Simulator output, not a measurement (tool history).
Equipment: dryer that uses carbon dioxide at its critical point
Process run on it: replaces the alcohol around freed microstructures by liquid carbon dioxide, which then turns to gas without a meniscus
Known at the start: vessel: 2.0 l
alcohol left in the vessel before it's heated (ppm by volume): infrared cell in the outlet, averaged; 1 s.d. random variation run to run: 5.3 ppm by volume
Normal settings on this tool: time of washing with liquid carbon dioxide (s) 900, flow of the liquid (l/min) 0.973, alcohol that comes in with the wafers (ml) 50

| run | hour | time of washing with liquid carbon dioxide (s) | flow of the liquid (l/min) | alcohol that comes in with the wafers (ml) | alcohol left in the vessel before it's heated (ppm by volume) |
|---|---|---|---|---|---|
| 1 | 0 | 900 | 0.973 | 50 | 222 |
| 2 | 21.9 | 900 | 0.973 | 50 | 229 |
| 3 | 41.3 | 600 | 0.973 | 50 | 999 |
| 4 | 62.8 | 900 | 0.973 | 50 | 239 |
| 5 | 82.9 | 900 | 0.973 | 50 | 246 |
| 6 | 101.5 | 900 | 0.973 | 50 | 251 |
| 7 | 113.8 | 900 | 0.973 | 50 | 258 |
| 8 | 132.5 | 900 | 0.973 | 50 | 258 |
| 9 | 146.1 | 900 | 0.973 | 59 | 299 |
| 10 | 160.1 | 900 | 0.973 | 59 | 303 |
| 11 | 184.1 | 900 | 0.973 | 59 | 297 |
| 12 | 206.6 | 900 | 1.018 | 22 | 140 |
| 13 | 223.9 | 900 | 1.018 | 22 | 147 |
| 14 | 239.2 | 1140 | 1.214 | 22 | 74 |
| 15 | 262.6 | 900 | 1.214 | 22 | 96 |
| 16 | 273.1 | 1260 | 1.358 | 57 | 84 |
|  | 290.3 | inlet filter changed |
| 17 | 293.2 | 1260 | 1.358 | 57 | 72 |
| 18 | 314.6 | 1260 | 1.358 | 57 | 76 |
| 19 | 326 | 1260 | 1.358 | 57 | 80 |
| 20 | 340.9 | 1320 | 1.076 | 20 | 88 |

Branching from run 20: 4 alternative next runs. What would each branch give?
| A | 363.2 | 540 | 1.531 | 20 | ? |
| B | 363.2 | 780 | 1.409 | 87 | ? |
| C | 363.2 | 600 | 0.787 | 99 | ? |
| D | 363.2 | 900 | 0.973 | 41 | ? |

| run | alcohol left in the vessel before it's heated (ppm by volume) |
|---|---|
| A | 150 |
| B | 150 |
| C | 2834 |
| D | 189 |
The same runs, with their run-to-run variation unchanged, on a tool lacking any hidden condition would have given:
| run | alcohol left in the vessel before it's heated (ppm by volume) |
|---|---|
| A | 65 |
| B | 62 |
| C | 2624 |
| D | 98 |
